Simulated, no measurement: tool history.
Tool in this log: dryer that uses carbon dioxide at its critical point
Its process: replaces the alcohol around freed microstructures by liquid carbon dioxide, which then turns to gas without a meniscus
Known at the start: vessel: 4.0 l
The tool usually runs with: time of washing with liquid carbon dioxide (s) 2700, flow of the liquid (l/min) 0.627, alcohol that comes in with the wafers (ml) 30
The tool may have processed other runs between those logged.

run,hour,time of washing with liquid carbon dioxide (s),flow of the liquid (l/min),alcohol that comes in with the wafers (ml),alcohol left in the vessel before it's heated (ppm by volume)
1,0,2700,0.627,30,48
2,41.6,2700,0.627,30,76
3,76.9,2700,0.627,30,93
4,105.2,2700,0.627,30,93
5,154.9,2700,0.627,30,120
6,181.7,2700,0.627,97,158
7,218.8,2700,0.867,30,126
8,275.8,2700,0.867,30,140
9,309,2700,0.867,30,161
10,360,2700,0.867,39,179
11,406,2700,0.867,39,200
# hour 451.8: inlet filter changed
12,459.9,2700,0.601,30,227

Run 13 is up next; what results do you expect?
13,507.5,1620,0.692,26,?

alcohol left in the vessel before it's heated (ppm by volume): 306
On a tool with no hidden condition, and with the same random variation, this run would have come out at alcohol left in the vessel before it's heated (ppm by volume) 82.
